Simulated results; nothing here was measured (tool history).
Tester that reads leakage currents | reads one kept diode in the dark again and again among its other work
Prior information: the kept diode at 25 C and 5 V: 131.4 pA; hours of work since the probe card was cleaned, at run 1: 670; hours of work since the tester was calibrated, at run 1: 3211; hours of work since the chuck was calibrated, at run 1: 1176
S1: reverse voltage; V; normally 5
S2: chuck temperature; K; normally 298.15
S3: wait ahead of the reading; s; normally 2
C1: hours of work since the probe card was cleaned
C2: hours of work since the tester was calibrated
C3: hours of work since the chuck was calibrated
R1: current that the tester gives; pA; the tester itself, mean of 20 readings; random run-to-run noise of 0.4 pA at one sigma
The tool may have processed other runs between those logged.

run	hour	S1	S2	S3	C1	C2	C3	R1
1	0	5	298.15	2	670	3211	1176	124
2	103.3	5	298.15	2	736	3277	1241	123.66
3	197.9	5	312.15	2	796	3337	1302	373.45
4	285.9	5	312.15	2	852	3394	1358	372.34
5	357.2	5	312.15	2	898	3439	1403	373.73
6	421.1	5	312.15	2	938	3480	1444	371.72
7	534.5	5	312.15	2	1011	3552	1516	369.98
8	658.2	5	298.15	0.33	1090	3631	1595	124.46
9	720.5	5	298.15	0.33	1129	3671	1635	124.5
# hour 731.3: tester calibrated
10	842.1	10.22	322.15	3.3	1206	71	1711	1078.57
11	935.1	10.22	322.15	3.3	1265	130	1770	1069.72
# hour 954.8: tester calibrated, once more
12	1011.1	6.61	309.15	6.95	1312	36	1818	340.32
13	1117.2	6.61	312.15	0.91	1380	104	1885	424.97
14	1236.9	14.95	298.15	2.14	1456	180	1962	213.53
15	1343.2	1.76	303.15	4.4	1524	248	2029	111.31
16	1432.5	7.53	302.15	1.23	1581	305	2086	208.21
17	1500.7	5	298.15	2.25	1624	348	2130	123.53

Below are 5 alternative next runs, each starting from the tool's condition after run 17. Predict each:
A	1625.2	12.77	299.15	2.25	1704	427	2209	?
B	1625.2	1.03	305.15	2.63	1704	427	2209	?
C	1625.2	1.87	319.15	1.99	1704	427	2209	?
D	1625.2	13.43	331.15	8.6	1704	427	2209	?
E	1625.2	5	300.15	2.25	1704	427	2209	?

run	R1
A	213.9
B	100.59
C	391.16
D	2302.74
E	144.64
Take away the tool's hidden state, keep each run's random variation, and the runs would have read:
run	R1
A	222.64
B	111.54
C	432.6
D	2524.26
E	155.8

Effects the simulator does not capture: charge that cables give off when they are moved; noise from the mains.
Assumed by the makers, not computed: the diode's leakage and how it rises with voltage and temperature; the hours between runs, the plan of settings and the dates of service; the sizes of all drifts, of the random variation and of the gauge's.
